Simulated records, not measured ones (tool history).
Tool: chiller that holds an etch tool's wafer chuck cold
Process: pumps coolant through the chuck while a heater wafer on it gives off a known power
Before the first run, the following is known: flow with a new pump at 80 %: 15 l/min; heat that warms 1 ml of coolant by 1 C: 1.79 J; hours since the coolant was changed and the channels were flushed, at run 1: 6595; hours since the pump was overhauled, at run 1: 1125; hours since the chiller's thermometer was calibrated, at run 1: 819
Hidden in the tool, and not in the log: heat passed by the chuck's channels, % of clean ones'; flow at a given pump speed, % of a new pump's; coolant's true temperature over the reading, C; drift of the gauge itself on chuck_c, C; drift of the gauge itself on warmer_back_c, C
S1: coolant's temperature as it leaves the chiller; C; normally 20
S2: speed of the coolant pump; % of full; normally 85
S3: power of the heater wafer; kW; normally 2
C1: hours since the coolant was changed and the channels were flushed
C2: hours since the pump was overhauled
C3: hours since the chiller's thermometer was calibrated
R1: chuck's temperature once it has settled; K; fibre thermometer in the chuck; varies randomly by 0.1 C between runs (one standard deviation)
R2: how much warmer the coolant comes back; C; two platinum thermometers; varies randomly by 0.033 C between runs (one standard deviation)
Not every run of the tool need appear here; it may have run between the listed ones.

run 1 day=0 | S1=20 S2=85 S3=2 | C1=6595 C2=1125 C3=819 | R1=309.45 R2=4.28
run 2 day=1.529 | S1=20 S2=85 S3=2 | C1=6632 C2=1162 C3=856 | R1=309.55 R2=4.23
run 3 day=2.775 | S1=20 S2=85 S3=2 | C1=6662 C2=1191 C3=886 | R1=309.55 R2=4.24
run 4 day=4.071 | S1=20 S2=85 S3=2 | C1=6693 C2=1223 C3=917 | R1=309.65 R2=4.29
run 5 day=4.896 | S1=16 S2=85 S3=2 | C1=6713 C2=1242 C3=937 | R1=305.65 R2=4.21
run 6 day=6.562 | S1=16 S2=85 S3=2 | C1=6753 C2=1282 C3=977 | R1=305.45 R2=4.28
run 7 day=7.475 | S1=16 S2=85 S3=2 | C1=6775 C2=1304 C3=999 | R1=305.55 R2=4.26
run 8 day=8.221 | S1=16 S2=85 S3=2 | C1=6793 C2=1322 C3=1017 | R1=305.45 R2=4.21
run 9 day=9.279 | S1=20 S2=85 S3=1.29 | C1=6818 C2=1348 C3=1042 | R1=303.85 R2=2.71
run 10 day=10.846 | S1=20 S2=85 S3=2 | C1=6856 C2=1385 C3=1080 | R1=309.55 R2=4.25
run 11 day=11.533 | S1=20 S2=68 S3=2 | C1=6872 C2=1402 C3=1096 | R1=311.95 R2=5.33
run 12 day=12.55 | S1=20 S2=95 S3=2 | C1=6897 C2=1426 C3=1121 | R1=308.85 R2=3.84
run 13 day=13.583 | S1=20 S2=85 S3=1.596 | C1=6921 C2=1451 C3=1145 | R1=306.35 R2=3.41
run 14 day=14.5 | S1=20 S2=85 S3=1.596 | C1=6943 C2=1473 C3=1167 | R1=306.25 R2=3.4
run 15 day=15.308 | S1=17 S2=85 S3=2 | C1=6963 C2=1492 C3=1187 | R1=306.75 R2=4.2
run 16 day=16.788 | S1=17 S2=85 S3=2 | C1=6998 C2=1528 C3=1222 | R1=306.75 R2=4.26
run 17 day=17.796 | S1=20 S2=86 S3=2.655 | C1=7023 C2=1552 C3=1246 | R1=315.05 R2=5.59
run 18 day=19.45 | S1=20 S2=86 S3=2.655 | C1=7062 C2=1592 C3=1286 | R1=315.05 R2=5.59
run 19 day=21.079 | S1=22 S2=86 S3=2.655 | C1=7101 C2=1631 C3=1325 | R1=317.05 R2=5.6
run 20 day=22.021 | S1=23 S2=79 S3=1.009 | C1=7124 C2=1653 C3=1348 | R1=304.95 R2=2.36
-- day=22.162 chiller's thermometer calibrated
run 21 day=23.054 | S1=23 S2=85 S3=2.125 | C1=7148 C2=1677 C3=21 | R1=313.85 R2=4.52
run 22 day=24.558 | S1=23 S2=85 S3=2.125 | C1=7184 C2=1713 C3=58 | R1=313.95 R2=4.57
-- day=25.429 chiller's thermometer calibrated, once more
run 23 day=25.65 | S1=20 S2=85 S3=1.974 | C1=7209 C2=1738 C3=5 | R1=309.65 R2=4.24
run 24 day=26.492 | S1=22 S2=85 S3=2 | C1=7229 C2=1759 C3=26 | R1=311.75 R2=4.28
run 25 day=27.858 | S1=24 S2=72 S3=1.341 | C1=7262 C2=1791 C3=58 | R1=309.55 R2=3.45
run 26 day=29.508 | S1=24 S2=72 S3=1.341 | C1=7302 C2=1831 C3=98 | R1=309.45 R2=3.43
run 27 day=31.025 | S1=24 S2=72 S3=1.341 | C1=7338 C2=1867 C3=134 | R1=309.25 R2=3.44
run 28 day=32.633 | S1=11 S2=91 S3=1.332 | C1=7377 C2=1906 C3=173 | R1=294.95 R2=2.67
run 29 day=33.888 | S1=11 S2=91 S3=1.332 | C1=7407 C2=1936 C3=203 | R1=294.85 R2=2.67
run 30 day=34.871 | S1=29 S2=91 S3=1.332 | C1=7430 C2=1960 C3=227 | R1=312.85 R2=2.69
run 31 day=36.404 | S1=20 S2=85 S3=2.613 | C1=7467 C2=1997 C3=263 | R1=314.95 R2=5.59
run 32 day=37.708 | S1=15 S2=76 S3=1.391 | C1=7498 C2=2028 C3=295 | R1=300.75 R2=3.32

How would selected steps in R1 from run to run divide? Give the signed amount a tool lacking its hidden state would still show from settings, what came in and random variation, and the signed amount left for the hidden state, including any gauge scatter that is not in both of the compared results.
Run 19 -> 20: S1 22 -> 23, S2 86 -> 79, S3 2.655 -> 1.009. R1 -12.1 K: hidden state -1.7, all else -10.4.
Run 27 -> 28: S1 24 -> 11, S2 72 -> 91, S3 1.341 -> 1.332. R1 -14.3 K: hidden state -0.3, all else -14.
Run 29 -> 30: S1 11 -> 29. R1 +18 K: hidden state +0, all else +18.
Run 30 -> 31: S1 29 -> 20, S2 91 -> 85, S3 1.332 -> 2.613. R1 +2.1 K: hidden state +1.5, all else +0.6.
Run 31 -> 32: S1 20 -> 15, S2 85 -> 76, S3 2.613 -> 1.391. R1 -14.2 K: hidden state -1.3, all else -12.9.
